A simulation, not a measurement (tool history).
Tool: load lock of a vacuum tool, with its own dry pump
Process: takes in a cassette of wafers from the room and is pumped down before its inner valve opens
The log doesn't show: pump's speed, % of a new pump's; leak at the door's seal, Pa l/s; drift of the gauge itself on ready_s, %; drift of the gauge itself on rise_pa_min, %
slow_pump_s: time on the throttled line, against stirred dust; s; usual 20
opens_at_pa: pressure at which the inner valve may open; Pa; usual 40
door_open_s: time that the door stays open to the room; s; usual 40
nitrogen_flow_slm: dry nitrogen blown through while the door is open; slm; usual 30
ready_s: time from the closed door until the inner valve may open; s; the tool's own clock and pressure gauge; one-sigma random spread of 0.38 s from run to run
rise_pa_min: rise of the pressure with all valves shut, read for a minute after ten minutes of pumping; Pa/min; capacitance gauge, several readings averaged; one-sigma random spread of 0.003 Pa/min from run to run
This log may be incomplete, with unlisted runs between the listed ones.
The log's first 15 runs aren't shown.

| run | day | slow_pump_s | opens_at_pa | door_open_s | nitrogen_flow_slm | hours that the pump has run since its overhaul | times that the door has closed on its seal | incoming humidity of the room's air, % | ready_s | rise_pa_min |
|---|---|---|---|---|---|---|---|---|---|---|
| 16 | 121.525 | 20 | 40 | 108 | 8 | 7083 | 45718 | 46.2 | 40.1 | 0.455 |
| 17 | 129.933 | 20 | 40 | 108 | 8 | 7285 | 46621 | 45.3 | 39.3 | 0.470 |
| 18 | 136.271 | 20 | 40 | 108 | 8 | 7437 | 47302 | 44.3 | 40.2 | 0.483 |
| 19 | 142.088 | 17 | 40 | 69 | 33 | 7577 | 47926 | 45.4 | 37.6 | 0.437 |
| 20 | 147.129 | 17 | 40 | 69 | 33 | 7698 | 48467 | 45.2 | 37.4 | 0.458 |
| 21 | 156.846 | 33 | 40 | 51 | 33 | 7931 | 49510 | 45.5 | 50.1 | 0.463 |
| 22 | 163.942 | 38 | 40 | 93 | 20 | 8101 | 50272 | 44.4 | 53.4 | 0.488 |
| 23 | 171.512 | 10 | 76 | 180 | 20 | 8283 | 51085 | 45.7 | 30.6 | 0.552 |
| 24 | 178.546 | 11 | 40 | 79 | 20 | 8452 | 51840 | 46.6 | 33.2 | 0.523 |
| 25 | 187.750 | 28 | 36 | 63 | 12 | 8673 | 52828 | 46.2 | 46.2 | 0.540 |
| 26 | 193.192 | 20 | 50 | 67 | 10 | 8803 | 53412 | 47.7 | 39.3 | 0.549 |
| 27 | 198.271 | 20 | 32 | 87 | 6 | 8925 | 53957 | 43.8 | 41.2 | 0.557 |
| 28 | 204.717 | 20 | 32 | 87 | 6 | 9080 | 54649 | 43.9 | 41.2 | 0.575 |
| 29 | 210.404 | 26 | 32 | 87 | 22 | 9217 | 55260 | 46.8 | 46.5 | 0.580 |
| 30 | 220.796 | 26 | 32 | 87 | 22 | 9466 | 56375 | 48.5 | 45.7 | 0.594 |
| 31 | 226.379 | 26 | 32 | 39 | 22 | 9600 | 56974 | 47.6 | 45.6 | 0.563 |
| 32 | 236.004 | 20 | 40 | 37 | 19 | 9831 | 58008 | 43.2 | 41.0 | 0.584 |

Expected results for the next run?
| 33 | 243.542 | 20 | 40 | 37 | 19 | 10012 | 58817 | 40.9 | ? | ? |

ready_s: 40.6 s
rise_pa_min: 0.598 Pa/min
Without the tool's hidden state the same run would have given ready_s 37.9 s, rise_pa_min 0.041 Pa/min.
